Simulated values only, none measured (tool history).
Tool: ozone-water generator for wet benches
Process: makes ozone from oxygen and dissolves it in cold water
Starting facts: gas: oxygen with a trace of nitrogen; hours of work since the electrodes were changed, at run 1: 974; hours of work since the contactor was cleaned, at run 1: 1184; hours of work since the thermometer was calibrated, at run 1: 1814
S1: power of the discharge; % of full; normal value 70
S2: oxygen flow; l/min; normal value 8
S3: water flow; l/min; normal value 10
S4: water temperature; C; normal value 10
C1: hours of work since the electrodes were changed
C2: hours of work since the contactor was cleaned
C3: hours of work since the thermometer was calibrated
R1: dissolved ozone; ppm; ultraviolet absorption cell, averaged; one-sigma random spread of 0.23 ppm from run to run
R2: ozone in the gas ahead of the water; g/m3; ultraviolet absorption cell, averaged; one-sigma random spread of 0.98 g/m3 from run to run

{"run": 1, "hour": 0.0, "S1": 70, "S2": 8, "S3": 10, "S4": 10, "C1": 974, "C2": 1184, "C3": 1814, "R1": 32.2, "R2": 159.1}
{"run": 2, "hour": 134.3, "S1": 70, "S2": 8, "S3": 10, "S4": 6, "C1": 1092, "C2": 1302, "C3": 1931, "R1": 34.9, "R2": 159.3}
{"run": 3, "hour": 248.3, "S1": 70, "S2": 8, "S3": 10, "S4": 6, "C1": 1192, "C2": 1402, "C3": 2031, "R1": 34.8, "R2": 157.6}
{"run": 4, "hour": 394.0, "S1": 70, "S2": 8, "S3": 10, "S4": 10, "C1": 1320, "C2": 1529, "C3": 2159, "R1": 31.9, "R2": 157.3}
{"run": 5, "hour": 467.6, "S1": 70, "S2": 8, "S3": 10, "S4": 10, "C1": 1384, "C2": 1594, "C3": 2224, "R1": 31.5, "R2": 155.1}
{"run": 6, "hour": 617.7, "S1": 70, "S2": 8, "S3": 10, "S4": 10, "C1": 1516, "C2": 1726, "C3": 2355, "R1": 31.5, "R2": 155}
{"run": 7, "hour": 698.3, "S1": 70, "S2": 8, "S3": 10, "S4": 14, "C1": 1587, "C2": 1796, "C3": 2426, "R1": 28.4, "R2": 155.1}
{"run": 8, "hour": 804.4, "S1": 45, "S2": 8, "S3": 10, "S4": 14, "C1": 1680, "C2": 1890, "C3": 2519, "R1": 20.9, "R2": 112.5}
{"run": 9, "hour": 949.4, "S1": 70, "S2": 8, "S3": 10, "S4": 10, "C1": 1807, "C2": 2017, "C3": 2647, "R1": 31, "R2": 153.3}
{"run": 10, "hour": 1101.7, "S1": 70, "S2": 8, "S3": 10, "S4": 10, "C1": 1940, "C2": 2150, "C3": 2780, "R1": 30.5, "R2": 152.8}
{"run": 11, "hour": 1199.6, "S1": 70, "S2": 8, "S3": 10, "S4": 10, "C1": 2026, "C2": 2236, "C3": 2866, "R1": 30.1, "R2": 151}
{"run": 12, "hour": 1276.2, "S1": 70, "S2": 8, "S3": 10, "S4": 10, "C1": 2094, "C2": 2304, "C3": 2933, "R1": 30.1, "R2": 152.7}
{"run": 13, "hour": 1425.8, "S1": 70, "S2": 8, "S3": 10, "S4": 10, "C1": 2225, "C2": 2435, "C3": 3064, "R1": 30.6, "R2": 151.3}
{"run": 14, "hour": 1562.1, "S1": 70, "S2": 8, "S3": 10, "S4": 6, "C1": 2344, "C2": 2554, "C3": 3184, "R1": 32.8, "R2": 148.6}
{"run": 15, "hour": 1734.3, "S1": 98, "S2": 11.33, "S3": 8, "S4": 13, "C1": 2496, "C2": 2705, "C3": 3335, "R1": 37.8, "R2": 159.7}
{"run": 16, "hour": 1889.2, "S1": 53, "S2": 8, "S3": 10, "S4": 10, "C1": 2631, "C2": 2841, "C3": 3471, "R1": 24.2, "R2": 121.5}
{"run": 17, "hour": 1978.1, "S1": 98, "S2": 4.51, "S3": 7, "S4": 11, "C1": 2709, "C2": 2919, "C3": 3549, "R1": 47.8, "R2": 235.2}
{"run": 18, "hour": 2110.1, "S1": 66, "S2": 12.85, "S3": 9, "S4": 14, "C1": 2825, "C2": 3035, "C3": 3665, "R1": 24.7, "R2": 114.1}
{"hour": 2229.3, "done": "contactor cleaned"}
{"run": 19, "hour": 2284.8, "S1": 49, "S2": 5, "S3": 8, "S4": 13, "C1": 2975, "C2": 49, "C3": 3815, "R1": 25.9, "R2": 137.9}
{"run": 20, "hour": 2457.9, "S1": 41, "S2": 5, "S3": 15, "S4": 17, "C1": 3127, "C2": 201, "C3": 3967, "R1": 13.1, "R2": 122.6}
{"run": 21, "hour": 2627.5, "S1": 65, "S2": 10.48, "S3": 10, "S4": 10, "C1": 3276, "C2": 349, "C3": 4115, "R1": 26.5, "R2": 121.3}
{"run": 22, "hour": 2760.1, "S1": 65, "S2": 10.48, "S3": 10, "S4": 10, "C1": 3392, "C2": 466, "C3": 4232, "R1": 26.5, "R2": 120.6}
{"run": 23, "hour": 2856.9, "S1": 51, "S2": 10.48, "S3": 10, "S4": 10, "C1": 3477, "C2": 551, "C3": 4317, "R1": 22.4, "R2": 101.9}
{"run": 24, "hour": 2938.2, "S1": 51, "S2": 10.48, "S3": 10, "S4": 10, "C1": 3548, "C2": 622, "C3": 4388, "R1": 22.2, "R2": 102}
{"run": 25, "hour": 3018.8, "S1": 51, "S2": 10.48, "S3": 10, "S4": 10, "C1": 3619, "C2": 693, "C3": 4459, "R1": 22.2, "R2": 101.8}
{"run": 26, "hour": 3157.0, "S1": 70, "S2": 5.09, "S3": 10, "S4": 10, "C1": 3740, "C2": 814, "C3": 4580, "R1": 28.4, "R2": 168.4}
{"run": 27, "hour": 3244.8, "S1": 70, "S2": 5.09, "S3": 10, "S4": 10, "C1": 3817, "C2": 891, "C3": 4657, "R1": 28.2, "R2": 166.8}
{"run": 28, "hour": 3369.3, "S1": 61, "S2": 5.09, "S3": 14, "S4": 10, "C1": 3926, "C2": 1000, "C3": 4766, "R1": 18.9, "R2": 152.6}

Below are 4 alternative next runs, each starting from the tool's condition after run 28. Predict each:
{"run": "A", "hour": 3521.2, "S1": 70, "S2": 8, "S3": 10, "S4": 10, "C1": 4060, "C2": 1133, "C3": 4899, "R1": "?", "R2": "?"}
{"run": "B", "hour": 3521.2, "S1": 70, "S2": 12.34, "S3": 10, "S4": 6, "C1": 4060, "C2": 1133, "C3": 4899, "R1": "?", "R2": "?"}
{"run": "C", "hour": 3521.2, "S1": 72, "S2": 5.09, "S3": 14, "S4": 10, "C1": 4060, "C2": 1133, "C3": 4899, "R1": "?", "R2": "?"}
{"run": "D", "hour": 3521.2, "S1": 61, "S2": 13.76, "S3": 14, "S4": 10, "C1": 4060, "C2": 1133, "C3": 4899, "R1": "?", "R2": "?"}

run=A R1=27.3 R2=137.7
run=B R1=28.3 R2=113.8
run=C R1=21.1 R2=167.1
run=D R1=18.7 R2=100.2
Take away the tool's hidden state, keep each run's random variation, and the runs would have read:
run=A R1=34.4 R2=168.8
run=B R1=35.8 R2=139.5
run=C R1=26.7 R2=205.8
run=D R1=23.2 R2=120.5

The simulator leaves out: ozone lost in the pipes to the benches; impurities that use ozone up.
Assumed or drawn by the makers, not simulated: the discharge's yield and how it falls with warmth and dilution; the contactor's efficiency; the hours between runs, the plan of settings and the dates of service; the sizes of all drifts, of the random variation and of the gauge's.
